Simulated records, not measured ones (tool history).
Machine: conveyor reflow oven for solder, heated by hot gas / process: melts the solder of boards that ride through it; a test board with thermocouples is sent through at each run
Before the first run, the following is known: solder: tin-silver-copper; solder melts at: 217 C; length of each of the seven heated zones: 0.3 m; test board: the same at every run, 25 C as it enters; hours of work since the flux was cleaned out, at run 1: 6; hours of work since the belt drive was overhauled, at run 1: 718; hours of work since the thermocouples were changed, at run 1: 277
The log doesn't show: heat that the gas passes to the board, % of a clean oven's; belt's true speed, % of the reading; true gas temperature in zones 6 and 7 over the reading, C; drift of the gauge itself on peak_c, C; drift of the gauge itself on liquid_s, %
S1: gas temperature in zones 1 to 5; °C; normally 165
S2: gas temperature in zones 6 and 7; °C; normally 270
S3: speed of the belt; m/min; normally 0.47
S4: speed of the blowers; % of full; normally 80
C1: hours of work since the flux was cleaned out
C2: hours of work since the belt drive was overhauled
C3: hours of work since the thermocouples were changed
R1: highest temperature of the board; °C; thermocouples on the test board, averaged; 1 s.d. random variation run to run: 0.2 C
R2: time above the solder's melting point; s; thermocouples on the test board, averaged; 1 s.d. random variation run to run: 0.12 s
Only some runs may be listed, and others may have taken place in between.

Run 1, day 0: usual settings; C1 6; C2 718; C3 277. Result: R1 255.3 °C, R2 58.3 s.
Run 2, day 0.838: usual settings; C1 18; C2 730; C3 289. Result: R1 255.3 °C, R2 58 s.
Run 3, day 2.425: usual settings; C1 41; C2 753; C3 312. Result: R1 255.2 °C, R2 58.1 s.
Run 4, day 3.392: usual settings but S2 269 °C; C1 55; C2 767; C3 326. Result: R1 254 °C, R2 57.6 s.
Run 5, day 4.862: usual settings; C1 76; C2 788; C3 347. Result: R1 255.3 °C, R2 58.1 s.
Run 6, day 6.088: usual settings; C1 93; C2 805; C3 365. Result: R1 254.8 °C, R2 58 s.
Run 7, day 6.946: usual settings; C1 106; C2 818; C3 377. Result: R1 254.8 °C, R2 57.8 s.
Run 8, day 8.108: usual settings; C1 122; C2 834; C3 394. Result: R1 254.9 °C, R2 57.8 s.
Run 9, day 9.692: usual settings; C1 145; C2 857; C3 416. Result: R1 254.5 °C, R2 57.5 s.
Run 10, day 10.462: usual settings but S4 58 % of full; C1 156; C2 868; C3 427. Result: R1 250.4 °C, R2 53.4 s.
Run 11, day 11.304: usual settings but S4 58 % of full; C1 168; C2 880; C3 440. Result: R1 250.2 °C, R2 53.4 s.
Run 12, day 12.392: usual settings but S4 58 % of full; C1 184; C2 896; C3 455. Result: R1 250.2 °C, R2 53.3 s.
At day 13.158: flux residue cleaned out of gas plates and filters.
Run 13, day 14.217: usual settings but S4 58 % of full; C1 15; C2 919; C3 478. Result: R1 251 °C, R2 54.1 s.
Run 14, day 15.221: usual settings but S4 58 % of full; C1 30; C2 934; C3 493. Result: R1 251.3 °C, R2 54 s.
Run 15, day 16.817: usual settings but S3 0.475 m/min; C1 53; C2 957; C3 516. Result: R1 254.8 °C, R2 57.3 s.
Run 16, day 18.171: usual settings but S1 153 °C, S2 281 °C, S4 78 % of full; C1 72; C2 976; C3 535. Result: R1 262.7 °C, R2 59.5 s.
Run 17, day 18.825: usual settings but S1 167 °C, S2 271 °C, S3 0.382 m/min, S4 73 % of full; C1 81; C2 985; C3 545. Result: R1 260.3 °C, R2 77.9 s.
Run 18, day 19.996: usual settings but S1 158 °C, S2 271 °C, S3 0.505 m/min, S4 52 % of full; C1 98; C2 1002; C3 561. Result: R1 245.4 °C, R2 43 s.
At day 20.275: belt drive overhauled, speed set with a stopwatch.
Run 19, day 21.4: usual settings but S1 153 °C, S2 269 °C, S3 0.41 m/min, S4 58 % of full; C1 116; C2 16; C3 579. Result: R1 252.1 °C, R2 60.9 s.
Run 20, day 22.188: usual settings but S1 153 °C, S2 269 °C, S3 0.41 m/min, S4 58 % of full; C1 127; C2 27; C3 591. Result: R1 252.1 °C, R2 60.9 s.
Run 21, day 22.925: usual settings but S3 0.521 m/min, S4 61 % of full; C1 138; C2 38; C3 601. Result: R1 247.6 °C, R2 45.4 s.
At day 23.871: thermocouples of zones 6 and 7 changed.
Run 22, day 24.538: usual settings but S3 0.485 m/min, S4 84 % of full; C1 160; C2 60; C3 10. Result: R1 255.4 °C, R2 56.6 s.
Run 23, day 25.579: usual settings but S3 0.485 m/min, S4 77 % of full; C1 175; C2 75; C3 25. Result: R1 254 °C, R2 55.7 s.
At day 26.979: flux residue cleaned out of gas plates and filters.
Run 24, day 27.1: usual settings but S3 0.477 m/min, S4 53 % of full; C1 2; C2 94; C3 43. Result: R1 250.5 °C, R2 53 s.
Run 25, day 28.592: usual settings but S3 0.477 m/min, S4 53 % of full; C1 23; C2 115; C3 65. Result: R1 250.5 °C, R2 52.9 s.
At day 29.15: belt drive overhauled, speed set with a stopwatch, once more.
Run 26, day 29.642: usual settings but S3 0.477 m/min, S4 53 % of full; C1 36; C2 7; C3 77. Result: R1 249.3 °C, R2 50.6 s.
Run 27, day 31.075: usual settings but S4 75 % of full; C1 56; C2 28; C3 98. Result: R1 254.6 °C, R2 56.7 s.
Run 28, day 32.488: usual settings but S1 175 °C, S2 274 °C, S3 0.446 m/min, S4 75 % of full; C1 77; C2 48; C3 118. Result: R1 260.8 °C, R2 67.5 s.
Run 29, day 34.108: usual settings but S1 156 °C, S2 283 °C, S3 0.399 m/min, S4 75 % of full; C1 100; C2 71; C3 142. Result: R1 270.5 °C, R2 75 s.
Run 30, day 35.029: usual settings but S1 156 °C, S2 283 °C, S3 0.399 m/min, S4 75 % of full; C1 113; C2 84; C3 155. Result: R1 270 °C, R2 75 s.

Difference, measured minus no-hidden-state, one row per run. Run-to-run variation is common to both terms; the gauge's own scatter need not be:
run    R1    R2
  1  -0.6  +0.3
  2  -0.7  +0.2
  3  -0.9  +0.1
  4    -1  +0.1
  5  -1.1    +0
  6  -1.2  -0.1
  7  -1.3  -0.1
  8  -1.5  -0.3
  9  -1.6  -0.3
 10  -1.6  -0.5
 11  -1.6  -0.5
 12  -1.7  -0.6
 13  -0.9  +0.3
 14    -1  +0.3
 15  -1.2  +0.2
 16  -1.3  +0.3
 17  -1.5  +0.4
 18  -1.3  -0.3
 19  -1.4  +0.2
 20  -1.6  +0.2
 21  -1.5  -0.1
 22  -0.4  +0.9
 23  -0.5  +0.9
 24  +0.3  +1.6
 25  +0.2  +1.6
 26  -0.7  -0.5
 27  -0.8  -0.5
 28  -0.9  -0.5
 29  -1.2  -0.5
 30  -1.2  -0.6

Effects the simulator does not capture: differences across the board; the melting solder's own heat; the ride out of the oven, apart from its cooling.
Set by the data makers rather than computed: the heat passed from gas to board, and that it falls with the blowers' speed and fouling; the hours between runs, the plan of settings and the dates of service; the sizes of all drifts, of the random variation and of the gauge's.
